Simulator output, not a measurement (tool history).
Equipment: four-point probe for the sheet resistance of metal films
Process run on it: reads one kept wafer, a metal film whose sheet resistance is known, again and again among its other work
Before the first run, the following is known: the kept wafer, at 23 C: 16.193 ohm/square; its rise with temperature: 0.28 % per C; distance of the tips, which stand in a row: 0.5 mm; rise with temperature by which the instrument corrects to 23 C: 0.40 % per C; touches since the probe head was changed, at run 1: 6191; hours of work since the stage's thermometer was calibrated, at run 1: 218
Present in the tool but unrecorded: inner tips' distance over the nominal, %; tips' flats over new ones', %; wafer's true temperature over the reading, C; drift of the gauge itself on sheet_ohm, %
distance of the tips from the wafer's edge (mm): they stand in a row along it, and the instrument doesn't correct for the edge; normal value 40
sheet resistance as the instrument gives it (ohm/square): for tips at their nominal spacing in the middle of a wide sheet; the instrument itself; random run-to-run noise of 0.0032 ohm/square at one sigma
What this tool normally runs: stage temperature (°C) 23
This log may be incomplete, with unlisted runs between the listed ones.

run	day	stage temperature (°C)	distance of the tips from the wafer's edge (mm)	touches since the probe head was changed	hours of work since the stage's thermometer was calibrated	sheet resistance as the instrument gives it (ohm/square)
1	0	23	40	6191	218	16.197215
2	0.888	23	40	7009	230	16.203253
3	1.912	20	40	7955	244	16.261683
4	3.933	20	40	9820	272	16.261911
5	4.904	20	40	10714	285	16.264748
6	6.488	20	40	12173	307	16.26761
7	7.875	23	56	13453	326	16.209925
8	9.879	23	55	15302	354	16.212124
9	11.554	23	55	16847	377	16.213077
10	13.254	23	55	18416	400	16.217079
11	14.096	23	4	19192	411	16.348413
12	16.038	21	40	20983	438	16.268817
13	17.492	23	40	22325	458	16.226787
14	19.058	23	40	23770	479	16.222977
15	20.567	23	40	25162	500	16.227944
16	21.462	28	11	25987	512	16.146116
# day 21.6: stage's thermometer calibrated
17	22.904	28	11	27298	18	16.154966
18	24.75	23	22	29000	43	16.252044
19	25.633	32	47	29817	55	16.065462
20	26.946	31	8	31028	73	16.11635
21	28.312	30	40	32289	92	16.108674
22	29.854	30	40	33709	113	16.111578
23	31.554	23	13	35279	136	16.264572
24	33.496	23	13	37069	163	16.268333
# day 33.833: stage's thermometer calibrated, once more
25	35.446	28	6	38850	22	16.2049
26	37.146	27	24	40415	45	16.166311
27	38.95	21	7	42080	70	16.333952

Predict each of these 4 candidate next runs independently; none follows another, all start after run 27:
A	40.808	33	16	43795	96	?
B	40.808	19	4	43795	96	?
C	40.808	21	74	43795	96	?
D	40.808	31	5	43795	96	?

run	sheet resistance as the instrument gives it (ohm/square)
A	16.064184
B	16.474622
C	16.293053
D	16.182023
Without the tool's unlogged condition, the same runs would have read:
run	sheet resistance as the instrument gives it (ohm/square)
A	16.005059
B	16.413983
C	16.233049
D	16.122481

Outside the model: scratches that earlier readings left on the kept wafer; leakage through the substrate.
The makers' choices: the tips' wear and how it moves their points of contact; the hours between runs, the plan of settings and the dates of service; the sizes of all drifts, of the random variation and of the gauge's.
